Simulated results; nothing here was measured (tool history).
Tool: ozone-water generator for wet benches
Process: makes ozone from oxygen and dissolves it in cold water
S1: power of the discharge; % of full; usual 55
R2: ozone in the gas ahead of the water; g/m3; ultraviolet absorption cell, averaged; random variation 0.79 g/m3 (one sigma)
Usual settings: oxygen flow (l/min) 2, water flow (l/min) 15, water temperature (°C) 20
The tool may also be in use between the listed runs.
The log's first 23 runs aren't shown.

Run 24, day 76.492: usual settings but oxygen flow (l/min) 1.53, water flow (l/min) 14. Result: dissolved ozone (ppm) 9.12, R2 133.9 g/m3.
Run 25, day 80.412: usual settings but S1 68 % of full, oxygen flow (l/min) 1.7, water temperature (°C) 21. Result: dissolved ozone (ppm) 10.02, R2 150.5 g/m3.
Run 26, day 83.562: usual settings but S1 62 % of full, oxygen flow (l/min) 1.65, water flow (l/min) 12, water temperature (°C) 12. Result: dissolved ozone (ppm) 12.47, R2 140.7 g/m3.
Run 27, day 87.554: usual settings but S1 62 % of full, oxygen flow (l/min) 1.65, water flow (l/min) 12, water temperature (°C) 14. Result: dissolved ozone (ppm) 12.31, R2 140.9 g/m3.
Run 28, day 90.7: usual settings but S1 62 % of full, oxygen flow (l/min) 1.65, water flow (l/min) 12, water temperature (°C) 14. Result: dissolved ozone (ppm) 12.19, R2 142.8 g/m3.
Run 29, day 94.125: usual settings but oxygen flow (l/min) 2.82, water flow (l/min) 20. Result: dissolved ozone (ppm) 8.05, R2 108.4 g/m3.
Run 30, day 96.383: usual settings but oxygen flow (l/min) 2.82, water flow (l/min) 11. Result: dissolved ozone (ppm) 13.04, R2 107.3 g/m3.
Run 31, day 100.554: usual settings but oxygen flow (l/min) 2.82, water flow (l/min) 11. Result: dissolved ozone (ppm) 13.17, R2 107.1 g/m3.
Run 32, day 103.658: usual settings but water temperature (°C) 16. Result: dissolved ozone (ppm) 9.61, R2 120.3 g/m3.
Run 33, day 106.942: usual settings but S1 46 % of full, water flow (l/min) 18, water temperature (°C) 27. Result: dissolved ozone (ppm) 6.31, R2 107.9 g/m3.
Run 34, day 109.529: usual settings but S1 63 % of full, oxygen flow (l/min) 1.68, water flow (l/min) 18, water temperature (°C) 17. Result: dissolved ozone (ppm) 8.15, R2 142.1 g/m3.

Forecast each of these 3 alternatives for the next run:
Run A, day 113.3: usual settings but S1 69 % of full, water flow (l/min) 17. Result: dissolved ozone (ppm) ?, R2 ?.
Run B, day 113.3: usual settings but oxygen flow (l/min) 2.68, water flow (l/min) 10, water temperature (°C) 14. Result: dissolved ozone (ppm) ?, R2 ?.
Run C, day 113.3: usual settings but S1 51 % of full, oxygen flow (l/min) 1.09, water flow (l/min) 18, water temperature (°C) 25. Result: dissolved ozone (ppm) ?, R2 ?.

run  dissolved ozone (ppm)     R2
  A                   9.55  144.6
  B                  15.13    109
  C                   5.49  144.6
Without the tool's hidden state the same runs would have given:
run  dissolved ozone (ppm)     R2
  A                   9.56  144.7
  B                  15.14    109
  C                   5.49  144.7
